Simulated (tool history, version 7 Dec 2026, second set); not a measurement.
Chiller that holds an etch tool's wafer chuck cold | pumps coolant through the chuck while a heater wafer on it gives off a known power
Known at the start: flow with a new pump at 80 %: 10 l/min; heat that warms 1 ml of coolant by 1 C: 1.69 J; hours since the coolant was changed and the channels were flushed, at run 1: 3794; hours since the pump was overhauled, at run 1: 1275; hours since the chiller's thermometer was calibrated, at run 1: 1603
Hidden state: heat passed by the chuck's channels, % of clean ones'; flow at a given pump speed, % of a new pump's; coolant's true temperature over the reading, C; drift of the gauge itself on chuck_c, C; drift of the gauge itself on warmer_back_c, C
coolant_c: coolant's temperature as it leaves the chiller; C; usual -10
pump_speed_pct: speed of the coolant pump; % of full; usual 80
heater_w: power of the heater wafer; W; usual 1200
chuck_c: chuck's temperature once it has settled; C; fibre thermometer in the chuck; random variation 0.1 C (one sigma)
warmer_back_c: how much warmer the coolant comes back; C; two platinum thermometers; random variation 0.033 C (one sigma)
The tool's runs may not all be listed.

run	hour	coolant_c	pump_speed_pct	heater_w	hours since the coolant was changed and the channels were flushed	hours since the pump was overhauled	hours since the chiller's thermometer was calibrated	chuck_c	warmer_back_c
1	0.0	-10	80	1200	3794	1275	1603	-1.8	4.28
2	38.6	-10	61	1200	3833	1313	1641	-0.1	5.58
3	64.1	-10	80	1269	3858	1339	1667	-1.3	4.48
4	96.4	-10	65	1200	3891	1371	1699	-0.7	5.25
5	133.0	-10	65	1200	3927	1408	1736	-0.5	5.30
6	169.5	-10	80	1200	3964	1444	1772	-2.0	4.31
7	214.6	-5	80	1200	4009	1489	1817	3.1	4.34
8	237.7	-5	80	1200	4032	1512	1840	3.3	4.38
9	276.8	-10	64	1200	4071	1551	1880	-0.5	5.40
10	304.6	-10	95	1200	4099	1579	1907	-2.6	3.71
11	327.3	-10	95	1200	4122	1602	1930	-2.8	3.72
12	347.9	-10	95	1200	4142	1623	1951	-2.6	3.73
13	378.9	-10	80	1200	4173	1654	1982	-1.9	4.33
14	407.1	-10	86	1200	4201	1682	2010	-2.2	4.11
15	443.1	-10	80	1200	4237	1718	2046	-1.8	4.40
16	485.6	-10	80	1200	4280	1760	2088	-1.7	4.43
17	508.8	-10	80	1712	4303	1783	2112	1.7	6.29
18	529.9	-13	80	862	4324	1805	2133	-7.1	3.28
19	558.8	-13	80	862	4353	1833	2162	-7.2	3.27
20	592.3	-18	90	1200	4387	1867	2195	-10.2	4.07
21	628.0	-18	90	1200	4422	1903	2231	-10.2	4.00
22	677.5	-18	93	944	4472	1952	2280	-12.1	3.18
23	707.3	-17	62	944	4502	1982	2310	-9.5	4.48
24	744.0	-17	62	944	4538	2019	2347	-9.4	4.46
25	781.4	-1	62	1767	4576	2056	2384	13.0	8.35
26	828.4	-1	62	1767	4623	2103	2431	13.3	8.28
# hour 838.1: chiller's thermometer calibrated
27	863.8	-4	64	633	4657	2137	26	1.0	3.07
28	912.5	-8	88	1193	4706	2186	74	-0.4	4.18
29	946.2	-18	99	1424	4740	2220	108	-9.5	4.40
30	970.0	-19	67	663	4763	2244	132	-14.0	3.11
31	994.9	-10	80	1621	4788	2269	157	1.1	6.03

4 ways to go on from here, each from the tool as it stands after run 31. What would each give?
A	1037.8	-17	70	798	4831	2311	200	?	?
B	1037.8	-14	92	734	4831	2311	200	?	?
C	1037.8	-10	77	1134	4831	2311	200	?	?
D	1037.8	-10	85	1621	4831	2311	200	?	?

run	chuck_c	warmer_back_c
A	-11.3	3.56
B	-9.3	2.63
C	-2.1	4.57
D	0.5	5.77
Without the tool's hidden state the same runs would have given:
run	chuck_c	warmer_back_c
A	-11.3	3.23
B	-9.3	2.30
C	-2.1	4.24
D	0.5	5.44

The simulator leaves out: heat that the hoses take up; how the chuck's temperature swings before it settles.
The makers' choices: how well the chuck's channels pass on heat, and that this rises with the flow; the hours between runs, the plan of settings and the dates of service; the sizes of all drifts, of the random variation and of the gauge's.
